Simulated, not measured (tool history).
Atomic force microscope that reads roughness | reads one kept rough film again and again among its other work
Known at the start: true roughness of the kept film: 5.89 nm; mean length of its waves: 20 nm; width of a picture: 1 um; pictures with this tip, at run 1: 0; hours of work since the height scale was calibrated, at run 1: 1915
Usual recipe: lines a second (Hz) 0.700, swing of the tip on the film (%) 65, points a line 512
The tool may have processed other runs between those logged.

run	hour	lines a second (Hz)	swing of the tip on the film (%)	points a line	pictures with this tip	hours of work since the height scale was calibrated	roughness of the kept film (nm (root mean square))
1	0.0	0.700	65	512	0	1915	3.660
2	35.9	0.700	65	512	73	1940	2.706
3	92.2	0.623	65	512	188	1979	1.996
4	127.4	0.623	65	512	260	2003	1.656
# hour 132.9: new tip fitted
5	175.1	0.623	65	512	86	2035	2.632
6	214.6	0.623	65	512	167	2063	2.089
7	245.7	0.623	65	512	230	2084	1.778
# hour 266.8: new tip fitted
8	282.6	0.623	65	512	32	2109	3.219
9	315.2	0.700	70	512	99	2131	2.486
10	383.9	0.700	70	512	239	2179	1.750
# hour 403.5: new tip fitted
11	432.0	0.700	70	512	58	2211	2.851
12	468.2	0.700	65	512	132	2236	2.265
13	511.4	0.700	65	512	220	2266	1.811
# hour 537.8: new tip fitted
14	549.7	0.640	65	512	24	2292	3.351
15	618.2	0.640	65	512	164	2339	2.128
16	658.5	0.700	65	512	246	2367	1.745
# hour 673.0: new tip fitted
17	704.9	0.700	65	512	65	2398	2.776
18	735.4	0.700	65	512	127	2419	2.257
19	793.6	0.700	63	512	246	2459	1.721
# hour 810.2: new tip fitted
20	847.3	0.563	63	791	75	2496	2.749
21	898.2	2.004	74	836	179	2531	1.911
# hour 943.9: new tip fitted
22	949.0	0.700	79	916	11	2566	3.418
# hour 976.8: height scale calibrated on a step standard
23	1002.5	2.010	80	432	118	18	2.186
24	1039.2	0.651	58	413	193	43	1.936
# hour 1082.1: new tip fitted
25	1101.4	1.666	55	512	40	85	2.979
26	1150.4	3.975	55	512	140	119	2.153
27	1182.1	3.746	65	895	204	141	1.804
# hour 1215.6: new tip fitted
28	1246.5	0.740	55	895	63	185	2.779
29	1278.2	0.740	55	895	127	207	2.251
30	1331.1	0.588	65	495	235	243	1.706
# hour 1353.5: new tip fitted
31	1376.1	0.588	65	495	46	274	2.913
32	1441.1	0.588	65	495	178	318	1.931
33	1479.9	0.700	65	807	258	345	1.600
# hour 1489.5: new tip fitted
34	1552.8	1.309	67	540	130	395	2.292
# hour 1623.0: new tip fitted
35	1623.0	0.700	76	512	0	443	3.597
36	1654.3	0.700	88	659	63	464	2.762
37	1701.9	2.850	81	908	161	497	1.872
38	1754.3	0.739	59	908	267	533	1.672

Consider 4 possible next runs. They are alternatives, not a sequence: every one starts from the tool as it was left by run 38. What does each give?
# hour 1758.7: new tip fitted
A	1805.4	0.687	69	309	96	568	?
# hour 1758.7: new tip fitted
B	1805.4	2.219	81	657	96	568	?
# hour 1758.7: new tip fitted
C	1805.4	2.876	67	315	96	568	?
# hour 1758.7: new tip fitted
D	1805.4	2.969	75	772	96	568	?

run	roughness of the kept film (nm (root mean square))
A	2.439
B	2.283
C	2.332
D	2.312
Take away the tool's hidden state, keep each run's random variation, and the runs would have read:
run	roughness of the kept film (nm (root mean square))
A	3.595
B	3.370
C	3.438
D	3.412
